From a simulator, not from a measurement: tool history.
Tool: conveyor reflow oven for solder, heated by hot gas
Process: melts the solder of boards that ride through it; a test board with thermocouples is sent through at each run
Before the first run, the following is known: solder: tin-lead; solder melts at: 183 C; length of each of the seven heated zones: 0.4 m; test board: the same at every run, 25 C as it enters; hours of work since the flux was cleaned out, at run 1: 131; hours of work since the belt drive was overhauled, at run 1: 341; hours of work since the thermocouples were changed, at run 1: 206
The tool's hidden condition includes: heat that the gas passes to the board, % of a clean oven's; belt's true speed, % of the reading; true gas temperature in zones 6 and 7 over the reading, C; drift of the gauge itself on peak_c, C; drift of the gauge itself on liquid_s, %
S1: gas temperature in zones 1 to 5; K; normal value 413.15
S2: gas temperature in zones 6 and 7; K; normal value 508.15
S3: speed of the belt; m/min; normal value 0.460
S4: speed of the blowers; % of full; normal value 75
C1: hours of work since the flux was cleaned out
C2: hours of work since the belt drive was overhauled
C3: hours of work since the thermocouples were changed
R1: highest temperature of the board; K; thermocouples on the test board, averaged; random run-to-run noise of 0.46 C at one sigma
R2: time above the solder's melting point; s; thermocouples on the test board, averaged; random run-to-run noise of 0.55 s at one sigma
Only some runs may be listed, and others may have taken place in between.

run	hour	S1	S2	S3	S4	C1	C2	C3	R1	R2
1	0.0	413.15	508.15	0.460	75	131	341	206	494.65	85.3
2	7.6	413.15	508.15	0.460	75	136	346	211	494.85	85.5
3	15.5	413.15	508.15	0.460	75	140	351	215	494.45	84.4
4	27.1	413.15	508.15	0.460	75	147	357	222	494.15	84.1
5	40.4	413.15	508.15	0.460	74	155	365	230	494.25	84.2
6	54.5	413.15	508.15	0.460	75	164	374	239	494.95	83.3
7	65.0	413.15	508.15	0.460	75	170	380	245	494.75	85.0
8	73.4	413.15	508.15	0.460	75	175	385	250	494.45	84.9
9	85.0	413.15	508.15	0.460	75	182	392	257	494.65	84.0
10	92.9	413.15	508.15	0.460	75	186	397	262	494.45	83.1
11	105.5	413.15	511.15	0.460	75	194	404	269	496.95	87.1
# hour 110.9: belt drive overhauled, speed set with a stopwatch
12	119.9	413.15	511.15	0.460	75	200	5	275	497.25	87.1
13	131.5	413.15	511.15	0.460	75	207	12	282	496.65	86.8
14	140.9	413.15	511.15	0.460	75	213	18	288	496.95	87.5
15	152.0	413.15	508.15	0.460	75	219	25	294	493.55	84.0
# hour 163.5: belt drive overhauled, speed set with a stopwatch, once more
16	166.9	416.15	508.15	0.500	75	226	2	301	492.15	74.5
17	180.2	401.15	511.15	0.464	50	234	10	309	485.05	65.7
18	190.2	401.15	511.15	0.427	80	240	16	315	496.55	88.2
19	202.1	420.15	507.15	0.399	71	247	23	322	496.35	103.0
20	215.1	420.15	507.15	0.399	71	254	31	330	495.55	103.0
21	224.3	413.15	508.15	0.454	75	260	36	335	494.05	84.8
# hour 242.9: flux residue cleaned out of gas plates and filters
22	242.9	413.15	510.15	0.537	75	0	44	343	492.75	70.5
23	250.3	402.15	497.15	0.541	75	4	49	348	479.95	52.1
24	257.3	402.15	497.15	0.541	75	9	53	352	478.65	51.7
25	267.8	410.15	520.15	0.450	51	15	59	358	498.25	87.3
26	282.1	404.15	519.15	0.489	76	23	68	366	502.75	81.4
27	295.9	404.15	519.15	0.489	76	32	76	375	502.55	80.8
28	305.0	404.15	519.15	0.489	76	37	81	380	501.75	81.1
29	318.9	400.15	510.15	0.411	65	45	90	388	495.35	89.8
30	330.8	423.15	508.15	0.375	75	52	97	395	499.35	115.0

Pick out some run-to-run changes in R1. Of each, how much would a tool without hidden state show as well, from the settings, what came in and chance, and how much is left for the hidden state and any gauge scatter not in both results compared?
Run 15 -> 16: S1 413.15 -> 416.15, S3 0.460 -> 0.500, belt drive overhauled, speed set with a stopwatch, once more. R1 -1.40 K: hidden state -0.50, all else -0.90.
Run 17 -> 18: S3 0.464 -> 0.427, S4 50 -> 80. R1 +11.50 K: hidden state -0.40, all else +11.90.
Run 18 -> 19: S1 401.15 -> 420.15, S2 511.15 -> 507.15, S3 0.427 -> 0.399, S4 80 -> 71. R1 -0.20 K: hidden state +0.60, all else -0.80.
Run 21 -> 22: S2 508.15 -> 510.15, S3 0.454 -> 0.537, flux residue cleaned out of gas plates and filters. R1 -1.30 K: hidden state +2.20, all else -3.50.
Run 22 -> 23: S1 413.15 -> 402.15, S2 510.15 -> 497.15, S3 0.537 -> 0.541. R1 -12.80 K: hidden state +0.00, all else -12.80.
Run 24 -> 25: S1 402.15 -> 410.15, S2 497.15 -> 520.15, S3 0.541 -> 0.450, S4 75 -> 51. R1 +19.60 K: hidden state -0.10, all else +19.70.

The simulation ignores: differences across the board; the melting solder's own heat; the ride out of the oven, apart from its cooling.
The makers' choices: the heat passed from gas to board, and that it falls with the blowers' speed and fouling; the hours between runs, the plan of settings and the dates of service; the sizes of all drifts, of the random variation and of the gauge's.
